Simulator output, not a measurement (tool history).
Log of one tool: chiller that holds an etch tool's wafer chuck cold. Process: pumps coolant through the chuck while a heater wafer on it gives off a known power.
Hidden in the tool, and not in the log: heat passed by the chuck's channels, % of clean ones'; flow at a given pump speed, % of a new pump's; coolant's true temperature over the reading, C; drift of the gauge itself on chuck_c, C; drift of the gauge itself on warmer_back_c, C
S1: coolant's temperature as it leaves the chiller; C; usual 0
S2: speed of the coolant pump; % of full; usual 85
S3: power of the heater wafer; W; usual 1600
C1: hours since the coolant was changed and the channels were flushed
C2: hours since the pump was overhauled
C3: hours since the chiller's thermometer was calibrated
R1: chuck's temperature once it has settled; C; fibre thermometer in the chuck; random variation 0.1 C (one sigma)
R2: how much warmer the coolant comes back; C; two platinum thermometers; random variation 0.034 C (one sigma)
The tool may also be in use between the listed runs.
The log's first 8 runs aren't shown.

run	hour	S1	S2	S3	C1	C2	C3	R1	R2
9	1159	0	85	1600	4843	1550	405	19.4	5.36
10	1262.3	0	85	1600	4946	1653	508	19.4	5.41
11	1379.4	0	85	1600	5063	1770	625	19.4	5.43
12	1530.5	0	85	1600	5214	1921	776	19.6	5.45
13	1638.4	0	85	1600	5322	2029	884	19.9	5.5
14	1762.2	0	85	1600	5446	2153	1008	20.1	5.51
15	1952.4	0	85	1600	5636	2343	1198	20.6	5.5
16	2071.4	0	85	1609	5755	2462	1317	20.9	5.55
17	2176.1	-5	85	946	5860	2567	1422	7.2	3.24
# hour 2250.1: coolant changed, channels flushed
18	2400.2	-1	75	1417	150	2785	1640	15.7	5.59
19	2492.2	8	82	1679	242	2877	1732	26.6	6.06
20	2698.9	8	82	1679	449	3083	1939	26.8	6.15
21	2852	8	82	1679	602	3237	2092	27	6.15
22	2964.5	8	82	1679	714	3349	2204	27.1	6.19

The next listed run, before its measurement:
23	3091	0	71	1600	841	3476	2331	?	?

{"run 23": {"R1": 20.6, "R2": 6.74}}
Without the tool's hidden state the same run would have given R1 18.1 C, R2 6.07 C.

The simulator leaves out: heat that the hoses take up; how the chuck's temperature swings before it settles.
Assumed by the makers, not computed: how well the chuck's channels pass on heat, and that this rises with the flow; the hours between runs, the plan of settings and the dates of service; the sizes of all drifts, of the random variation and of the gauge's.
